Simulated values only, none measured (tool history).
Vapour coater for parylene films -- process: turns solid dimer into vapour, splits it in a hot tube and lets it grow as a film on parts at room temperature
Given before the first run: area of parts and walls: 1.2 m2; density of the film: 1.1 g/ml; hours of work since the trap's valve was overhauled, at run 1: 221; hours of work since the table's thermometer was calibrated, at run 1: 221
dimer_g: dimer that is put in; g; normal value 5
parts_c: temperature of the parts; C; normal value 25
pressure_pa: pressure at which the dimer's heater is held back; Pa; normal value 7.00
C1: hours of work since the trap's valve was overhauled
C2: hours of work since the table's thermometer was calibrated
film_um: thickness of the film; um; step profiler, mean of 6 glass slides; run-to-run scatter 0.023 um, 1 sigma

Run 1, hour 0.0: usual settings; C1 221; C2 221. Result: film_um 1.76 um.
At hour 17.6: trap's valve overhauled.
Run 2, hour 17.8: usual settings; C1 0; C2 232. Result: film_um 1.86 um.
Run 3, hour 35.1: usual settings; C1 14; C2 247. Result: film_um 1.91 um.
Run 4, hour 45.1: usual settings but pressure_pa 2.94 Pa; C1 23; C2 255. Result: film_um 2.17 um.
Run 5, hour 55.0: usual settings; C1 31; C2 263. Result: film_um 1.90 um.
Run 6, hour 75.5: usual settings but pressure_pa 11.03 Pa; C1 48; C2 280. Result: film_um 1.74 um.
Run 7, hour 94.1: usual settings but pressure_pa 5.14 Pa; C1 63; C2 296. Result: film_um 1.95 um.
Run 8, hour 107.0: usual settings but parts_c 21 C; C1 74; C2 306. Result: film_um 2.20 um.
Run 9, hour 122.4: usual settings; C1 87; C2 319. Result: film_um 1.88 um.
Run 10, hour 142.3: usual settings; C1 103; C2 336. Result: film_um 1.86 um.
Run 11, hour 154.0: usual settings; C1 113; C2 345. Result: film_um 1.84 um.
Run 12, hour 170.3: usual settings; C1 127; C2 359. Result: film_um 1.83 um.
Run 13, hour 179.8: usual settings; C1 134; C2 367. Result: film_um 1.85 um.
Run 14, hour 192.7: usual settings but pressure_pa 2.83 Pa; C1 145; C2 377. Result: film_um 2.09 um.
Run 15, hour 210.9: usual settings but dimer_g 6 g, parts_c 37 C, pressure_pa 4.84 Pa; C1 160; C2 392. Result: film_um 1.39 um.
Run 16, hour 221.0: usual settings but dimer_g 3 g, parts_c 34 C, pressure_pa 2.07 Pa; C1 169; C2 401. Result: film_um 0.89 um.
Run 17, hour 237.4: usual settings but dimer_g 2 g, parts_c 30 C; C1 182; C2 414. Result: film_um 0.56 um.
Run 18, hour 257.8: usual settings but dimer_g 2 g, parts_c 30 C; C1 199; C2 431. Result: film_um 0.57 um.
Run 19, hour 267.7: usual settings but parts_c 22 C; C1 207; C2 440. Result: film_um 1.99 um.
Run 20, hour 279.9: usual settings but parts_c 32 C, pressure_pa 5.71 Pa; C1 217; C2 450. Result: film_um 1.38 um.
Run 21, hour 296.6: usual settings but parts_c 18 C, pressure_pa 2.29 Pa; C1 231; C2 463. Result: film_um 2.81 um.
At hour 302.6: trap's valve overhauled.
Run 22, hour 315.7: usual settings but parts_c 18 C, pressure_pa 2.29 Pa; C1 11; C2 476. Result: film_um 2.98 um.
Run 23, hour 327.2: usual settings but parts_c 18 C, pressure_pa 2.29 Pa; C1 20; C2 485. Result: film_um 2.98 um.
Run 24, hour 340.4: usual settings but dimer_g 3 g, parts_c 31 C, pressure_pa 5.81 Pa; C1 31; C2 496. Result: film_um 0.92 um.
Run 25, hour 356.8: usual settings but dimer_g 6 g, parts_c 31 C, pressure_pa 5.81 Pa; C1 45; C2 510. Result: film_um 1.79 um.

5 options for the next run, each taken on its own from the tool as it stands now. Forecast them:
Run A, hour 376.7: usual settings but dimer_g 3 g, parts_c 31 C, pressure_pa 4.06 Pa; C1 61; C2 527. Result: film_um ?.
Run B, hour 376.7: usual settings but dimer_g 7 g, parts_c 26 C, pressure_pa 5.81 Pa; C1 61; C2 527. Result: film_um ?.
Run C, hour 376.7: usual settings but parts_c 19 C; C1 61; C2 527. Result: film_um ?.
Run D, hour 376.7: usual settings but dimer_g 2 g, parts_c 26 C, pressure_pa 3.71 Pa; C1 61; C2 527. Result: film_um ?.
Run E, hour 376.7: usual settings but dimer_g 2 g, parts_c 31 C, pressure_pa 4.44 Pa; C1 61; C2 527. Result: film_um ?.

run  film_um
  A     0.91
  B     2.49
  C     2.35
  D     0.77
  E     0.58
With the hidden condition removed and each run's random variation left untouched, the same runs would have given:
run  film_um
  A     0.95
  B     2.61
  C     2.47
  D     0.81
  E     0.61
